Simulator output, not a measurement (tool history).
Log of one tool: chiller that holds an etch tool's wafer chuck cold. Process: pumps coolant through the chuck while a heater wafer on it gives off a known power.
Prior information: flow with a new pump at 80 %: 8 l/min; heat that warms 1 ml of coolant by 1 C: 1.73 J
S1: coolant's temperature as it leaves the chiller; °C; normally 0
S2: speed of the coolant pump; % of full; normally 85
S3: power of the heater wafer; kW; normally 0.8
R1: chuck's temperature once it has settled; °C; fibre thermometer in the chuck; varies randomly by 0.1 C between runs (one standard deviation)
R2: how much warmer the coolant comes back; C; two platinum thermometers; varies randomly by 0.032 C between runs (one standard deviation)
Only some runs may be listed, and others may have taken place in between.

Run 1, hour 0: usual settings. Result: R1 6.8 °C, R2 3.3 C.
Run 2, hour 66.5: usual settings. Result: R1 6.8 °C, R2 3.36 C.
Run 3, hour 108.6: usual settings but S3 0.476 kW. Result: R1 4.1 °C, R2 1.96 C.
Run 4, hour 190.7: usual settings but S3 0.476 kW. Result: R1 4.4 °C, R2 1.98 C.
Run 5, hour 259.7: usual settings. Result: R1 7 °C, R2 3.33 C.
Run 6, hour 330.6: usual settings. Result: R1 6.7 °C, R2 3.41 C.
Run 7, hour 414.9: usual settings but S3 0.66 kW. Result: R1 5.8 °C, R2 2.76 C.
Run 8, hour 499.3: usual settings but S2 83 % of full, S3 0.418 kW. Result: R1 3.7 °C, R2 1.82 C.
Run 9, hour 577.3: usual settings but S1 7 °C, S2 78 % of full, S3 0.541 kW. Result: R1 12.2 °C, R2 2.5 C.

What does the tool deliver on the next run?
Run 10, hour 633.1: usual settings but S1 -7 °C, S2 78 % of full, S3 0.827 kW. Result: R1 ?, R2 ?.

For run 10 the tool returned R1 0.6 °C, R2 3.85 C.
With no hidden state in the tool, this same run would have given R1 -0.4 °C, R2 3.71 C.
